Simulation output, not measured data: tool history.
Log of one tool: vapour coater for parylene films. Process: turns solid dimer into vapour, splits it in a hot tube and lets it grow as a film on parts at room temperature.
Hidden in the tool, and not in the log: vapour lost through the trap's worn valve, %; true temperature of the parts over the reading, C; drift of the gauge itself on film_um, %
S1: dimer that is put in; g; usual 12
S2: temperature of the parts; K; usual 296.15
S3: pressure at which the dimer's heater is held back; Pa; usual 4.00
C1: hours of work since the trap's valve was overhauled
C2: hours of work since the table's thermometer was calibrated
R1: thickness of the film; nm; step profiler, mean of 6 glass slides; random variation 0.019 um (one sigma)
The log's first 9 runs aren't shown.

{"run": 10, "hour": 452.6, "S1": 12, "S2": 296.15, "S3": 4.0, "C1": 444, "C2": 608, "R1": 3180}
{"run": 11, "hour": 514.4, "S1": 12, "S2": 296.15, "S3": 4.0, "C1": 481, "C2": 645, "R1": 3170}
{"run": 12, "hour": 554.6, "S1": 16, "S2": 296.15, "S3": 4.0, "C1": 505, "C2": 669, "R1": 4170}
{"run": 13, "hour": 611.7, "S1": 16, "S2": 296.15, "S3": 4.0, "C1": 540, "C2": 704, "R1": 4130}
{"hour": 633.8, "done": "trap's valve overhauled"}
{"run": 14, "hour": 678.1, "S1": 12, "S2": 296.15, "S3": 4.0, "C1": 27, "C2": 741, "R1": 3410}
{"run": 15, "hour": 751.9, "S1": 12, "S2": 296.15, "S3": 4.0, "C1": 71, "C2": 786, "R1": 3390}
{"run": 16, "hour": 799.3, "S1": 12, "S2": 296.15, "S3": 11.61, "C1": 100, "C2": 815, "R1": 3170}
{"run": 17, "hour": 841.0, "S1": 12, "S2": 296.15, "S3": 11.61, "C1": 125, "C2": 840, "R1": 3160}
{"run": 18, "hour": 883.0, "S1": 12, "S2": 296.15, "S3": 11.61, "C1": 150, "C2": 865, "R1": 3140}
{"run": 19, "hour": 958.8, "S1": 12, "S2": 296.15, "S3": 11.61, "C1": 196, "C2": 911, "R1": 3100}
{"run": 20, "hour": 1029.2, "S1": 12, "S2": 296.15, "S3": 11.61, "C1": 238, "C2": 953, "R1": 3100}
{"run": 21, "hour": 1067.4, "S1": 12, "S2": 296.15, "S3": 11.61, "C1": 261, "C2": 976, "R1": 3030}
{"run": 22, "hour": 1105.0, "S1": 11, "S2": 296.15, "S3": 7.86, "C1": 284, "C2": 999, "R1": 2860}
{"run": 23, "hour": 1168.4, "S1": 11, "S2": 297.15, "S3": 4.0, "C1": 322, "C2": 1037, "R1": 2880}
{"run": 24, "hour": 1214.1, "S1": 11, "S2": 297.15, "S3": 4.0, "C1": 350, "C2": 1065, "R1": 2860}
{"run": 25, "hour": 1260.9, "S1": 12, "S2": 296.15, "S3": 4.01, "C1": 378, "C2": 1093, "R1": 3190}
{"run": 26, "hour": 1292.0, "S1": 18, "S2": 296.15, "S3": 4.64, "C1": 397, "C2": 1112, "R1": 4770}
{"run": 27, "hour": 1353.6, "S1": 7, "S2": 302.15, "S3": 6.14, "C1": 434, "C2": 1149, "R1": 1480}
{"run": 28, "hour": 1389.7, "S1": 7, "S2": 302.15, "S3": 6.14, "C1": 456, "C2": 1171, "R1": 1490}
{"run": 29, "hour": 1423.4, "S1": 6, "S2": 302.15, "S3": 10.91, "C1": 476, "C2": 1191, "R1": 1220}
{"run": 30, "hour": 1456.4, "S1": 7, "S2": 300.15, "S3": 10.91, "C1": 496, "C2": 1211, "R1": 1500}
{"run": 31, "hour": 1521.4, "S1": 20, "S2": 296.15, "S3": 4.78, "C1": 535, "C2": 1250, "R1": 5070}
{"hour": 1551.7, "done": "trap's valve overhauled"}
{"run": 32, "hour": 1572.6, "S1": 20, "S2": 296.15, "S3": 4.78, "C1": 13, "C2": 1279, "R1": 5650}

Forecast run 33:
{"run": 33, "hour": 1618.8, "S1": 13, "S2": 306.15, "S3": 4.78, "C1": 40, "C2": 1306, "R1": "?"}

{"run 33": {"R1": 2650}}
Without the tool's hidden state the same run would have given R1 2740 nm.
